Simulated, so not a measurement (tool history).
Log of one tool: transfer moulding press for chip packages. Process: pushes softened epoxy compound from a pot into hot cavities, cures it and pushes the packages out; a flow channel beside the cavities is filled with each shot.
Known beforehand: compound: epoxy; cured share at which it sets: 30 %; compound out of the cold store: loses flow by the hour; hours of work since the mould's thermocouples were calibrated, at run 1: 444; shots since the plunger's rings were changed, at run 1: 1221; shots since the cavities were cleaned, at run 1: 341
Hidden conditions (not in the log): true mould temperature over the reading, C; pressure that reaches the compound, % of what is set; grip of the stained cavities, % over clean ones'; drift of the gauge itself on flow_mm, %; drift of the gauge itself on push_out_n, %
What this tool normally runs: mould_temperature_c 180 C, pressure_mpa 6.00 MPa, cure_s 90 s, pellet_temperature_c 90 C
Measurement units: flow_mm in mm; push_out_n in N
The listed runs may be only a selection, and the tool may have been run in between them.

run	day	mould_temperature_c	pressure_mpa	cure_s	pellet_temperature_c	hours of work since the mould's thermocouples were calibrated	shots since the plunger's rings were changed	shots since the cavities were cleaned	incoming compound's hours out of the cold store	flow_mm	push_out_n
1	0.000	180	6.00	90	90	444	1221	341	26.1	815	329
2	0.871	180	6.00	90	90	460	1522	642	15.6	852	385
# day 1.154: cavities cleaned with cleaning compound and waxed
3	1.550	180	6.00	90	90	472	1735	137	37.8	757	273
4	2.300	180	6.00	90	81	486	1995	397	40.4	749	347
5	2.942	180	7.18	90	90	497	2217	619	42.5	804	368
# day 3.262: cavities cleaned with cleaning compound and waxed
6	3.438	180	7.18	90	90	505	2367	60	36.5	827	231
7	4.129	180	6.00	90	90	518	2606	299	14.1	850	318
8	4.842	180	6.00	90	90	531	2853	546	44.3	716	370
9	5.238	180	6.00	90	90	539	2990	683	37.6	743	385
# day 5.408: cavities cleaned with cleaning compound and waxed
10	5.838	180	6.00	104	90	548	3176	149	23.8	796	252
11	6.212	180	6.00	104	90	555	3305	278	46.6	704	290
12	6.779	180	6.00	90	90	566	3502	475	26.8	782	345
# day 7.525: cavities cleaned with cleaning compound and waxed
13	7.525	180	6.00	90	90	578	3738	0	36.3	740	202
14	8.038	180	6.00	90	91	588	3915	177	17.8	815	285
15	8.671	180	6.00	90	91	600	4135	397	34.6	737	340
# day 9.162: plunger's sealing rings changed
16	9.592	180	4.57	106	90	615	148	679	40.2	671	340
# day 9.733: cavities cleaned with cleaning compound and waxed
17	10.308	180	7.09	116	81	627	375	199	35.2	853	261
18	10.817	180	5.66	90	90	636	551	375	40.5	745	323
19	11.662	173	4.76	125	90	652	843	667	35.5	701	355
# day 11.838: cavities cleaned with cleaning compound and waxed
20	12.533	184	6.00	86	90	667	1123	241	14.2	866	272
21	13.233	184	6.00	86	90	679	1365	483	46.0	718	336
# day 13.983: cavities cleaned with cleaning compound and waxed
22	14.021	180	5.61	71	90	693	1616	14	37.4	732	270
23	14.929	180	6.00	81	97	710	1931	329	17.8	844	347
24	15.429	180	6.00	81	97	719	2104	502	30.3	779	372
25	15.896	180	6.00	90	94	727	2265	663	38.6	746	394
# day 16.083: cavities cleaned with cleaning compound and waxed
26	16.504	175	7.19	90	97	737	2453	146	17.8	919	315
27	17.079	173	7.19	106	85	748	2653	346	38.4	823	339
28	17.917	173	7.19	106	85	764	2943	636	9.7	962	403

Forecast each of these 4 alternatives for the next run:
# day 18.225: cavities cleaned with cleaning compound and waxed
A	18.583	178	7.19	106	85	775	3152	125	35.6	?	?
# day 18.225: cavities cleaned with cleaning compound and waxed
B	18.583	180	7.19	77	82	775	3152	125	32.2	?	?
# day 18.225: cavities cleaned with cleaning compound and waxed
C	18.583	174	7.19	106	86	775	3152	125	43.5	?	?
# day 18.225: cavities cleaned with cleaning compound and waxed
D	18.583	173	7.19	90	85	775	3152	125	25.6	?	?

run	flow_mm	push_out_n
A	817	249
B	828	292
C	793	258
D	881	337
Without the tool's unlogged condition, the same runs would have read:
run	flow_mm	push_out_n
A	867	199
B	879	243
C	842	209
D	935	286

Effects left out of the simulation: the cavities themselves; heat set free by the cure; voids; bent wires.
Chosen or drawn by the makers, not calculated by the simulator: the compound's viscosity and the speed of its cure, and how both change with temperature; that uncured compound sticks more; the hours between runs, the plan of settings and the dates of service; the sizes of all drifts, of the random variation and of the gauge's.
